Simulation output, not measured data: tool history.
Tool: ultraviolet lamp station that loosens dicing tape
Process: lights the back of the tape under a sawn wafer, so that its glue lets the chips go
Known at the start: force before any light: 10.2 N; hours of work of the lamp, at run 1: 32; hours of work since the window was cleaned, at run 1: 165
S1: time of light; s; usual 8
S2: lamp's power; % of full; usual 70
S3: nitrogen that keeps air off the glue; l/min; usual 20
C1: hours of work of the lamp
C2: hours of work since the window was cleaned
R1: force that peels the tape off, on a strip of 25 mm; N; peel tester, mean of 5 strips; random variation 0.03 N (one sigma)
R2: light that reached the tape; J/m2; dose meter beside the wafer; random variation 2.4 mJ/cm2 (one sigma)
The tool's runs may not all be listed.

Run 1, hour 0: usual settings; C1 32; C2 165. Result: R1 1.538 N, R2 2740 J/m2.
Run 2, hour 30.6: usual settings; C1 45; C2 179. Result: R1 1.523 N, R2 2800 J/m2.
Run 3, hour 64.3: usual settings but S3 10 l/min; C1 60; C2 193. Result: R1 2.293 N, R2 2770 J/m2.
Run 4, hour 103.7: usual settings but S3 10 l/min; C1 77; C2 210. Result: R1 2.363 N, R2 2740 J/m2.
Run 5, hour 128.1: usual settings but S3 10 l/min; C1 88; C2 221. Result: R1 2.231 N, R2 2740 J/m2.
Run 6, hour 154.5: usual settings but S3 10 l/min; C1 99; C2 232. Result: R1 2.373 N, R2 2750 J/m2.
Run 7, hour 187.6: usual settings; C1 114; C2 247. Result: R1 1.542 N, R2 2780 J/m2.
Run 8, hour 214.5: usual settings; C1 125; C2 258. Result: R1 1.579 N, R2 2730 J/m2.
Run 9, hour 243.7: usual settings; C1 138; C2 271. Result: R1 1.563 N, R2 2740 J/m2.
Run 10, hour 278.9: usual settings but S2 77 % of full; C1 153; C2 286. Result: R1 1.262 N, R2 3030 J/m2.
Run 11, hour 320: usual settings but S2 77 % of full; C1 171; C2 304. Result: R1 1.243 N, R2 3060 J/m2.
Run 12, hour 348.2: usual settings but S2 77 % of full; C1 183; C2 316. Result: R1 1.261 N, R2 3040 J/m2.
Run 13, hour 381: usual settings; C1 197; C2 330. Result: R1 1.539 N, R2 2730 J/m2.
Run 14, hour 409.2: usual settings; C1 210; C2 343. Result: R1 1.544 N, R2 2740 J/m2.
Run 15, hour 448: usual settings; C1 226; C2 359. Result: R1 1.541 N, R2 2770 J/m2.
Run 16, hour 468.5: usual settings; C1 235; C2 368. Result: R1 1.512 N, R2 2770 J/m2.
Run 17, hour 492.7: usual settings; C1 246; C2 379. Result: R1 1.462 N, R2 2730 J/m2.
Run 18, hour 538.3: usual settings; C1 266; C2 399. Result: R1 1.533 N, R2 2720 J/m2.
Run 19, hour 560.7: usual settings but S2 74 % of full; C1 275; C2 408. Result: R1 1.308 N, R2 2930 J/m2.
At hour 599.2: window cleaned of glue's vapour.
Run 20, hour 600: usual settings but S2 88 % of full, S3 18 l/min; C1 292; C2 0. Result: R1 1.009 N, R2 3480 J/m2.
Run 21, hour 620.6: usual settings but S2 88 % of full, S3 18 l/min; C1 301; C2 9. Result: R1 1.105 N, R2 3450 J/m2.
Run 22, hour 645.5: usual settings but S3 9 l/min; C1 312; C2 20. Result: R1 2.483 N, R2 2740 J/m2.
Run 23, hour 664.8: usual settings but S2 87 % of full, S3 17 l/min; C1 320; C2 28. Result: R1 1.117 N, R2 3370 J/m2.
Run 24, hour 706: usual settings but S2 87 % of full, S3 17 l/min; C1 338; C2 46. Result: R1 1.08 N, R2 3410 J/m2.
Run 25, hour 741.5: usual settings but S2 87 % of full, S3 17 l/min; C1 354; C2 62. Result: R1 1.085 N, R2 3440 J/m2.
Run 26, hour 783.5: usual settings but S1 12 s, S2 67 % of full; C1 372; C2 80. Result: R1 0.69 N, R2 3940 J/m2.
Run 27, hour 803.8: usual settings but S1 5 s, S3 21 l/min; C1 380; C2 89. Result: R1 3.061 N, R2 1720 J/m2.
Run 28, hour 828.9: usual settings but S1 5 s, S2 68 % of full, S3 6 l/min; C1 391; C2 100. Result: R1 4.843 N, R2 1670 J/m2.
Run 29, hour 864.3: usual settings but S1 7 s, S2 68 % of full, S3 6 l/min; C1 407; C2 115. Result: R1 3.478 N, R2 2340 J/m2.
Run 30, hour 892.8: usual settings but S1 7 s, S2 96 % of full; C1 419; C2 127. Result: R1 1.05 N, R2 3310 J/m2.
Run 31, hour 929.6: usual settings but S2 82 % of full; C1 435; C2 143. Result: R1 1.114 N, R2 3260 J/m2.
Run 32, hour 967.5: usual settings but S1 12 s; C1 452; C2 160. Result: R1 0.633 N, R2 4160 J/m2.
Run 33, hour 1006.8: usual settings but S1 7 s, S2 65 % of full, S3 13 l/min; C1 469; C2 177. Result: R1 2.752 N, R2 2220 J/m2.
Run 34, hour 1025.9: usual settings but S2 88 % of full, S3 9 l/min; C1 477; C2 185. Result: R1 1.7 N, R2 3430 J/m2.
Run 35, hour 1054.2: usual settings but S1 4 s, S2 88 % of full, S3 28 l/min; C1 489; C2 197. Result: R1 2.693 N, R2 1750 J/m2.
Run 36, hour 1082.1: usual settings but S1 13 s, S2 92 % of full, S3 14 l/min; C1 501; C2 209. Result: R1 0.358 N, R2 5910 J/m2.

3 ways to go on from here, each from the tool as it stands after run 36. What would each give?
Run A, hour 1110.2: usual settings but S1 7 s, S2 81 % of full; C1 513; C2 222. Result: R1 ?, R2 ?.
Run B, hour 1110.2: usual settings but S1 15 s, S2 92 % of full, S3 10 l/min; C1 513; C2 222. Result: R1 ?, R2 ?.
Run C, hour 1110.2: usual settings but S1 15 s, S3 30 l/min; C1 513; C2 222. Result: R1 ?, R2 ?.

run     R1    R2
  A  1.505  2820
  B  0.367  6810
  C  0.272  5140
Without the tool's hidden state the same runs would have given:
run     R1    R2
  A  1.501  2830
  B  0.366  6820
  C  0.271  5140
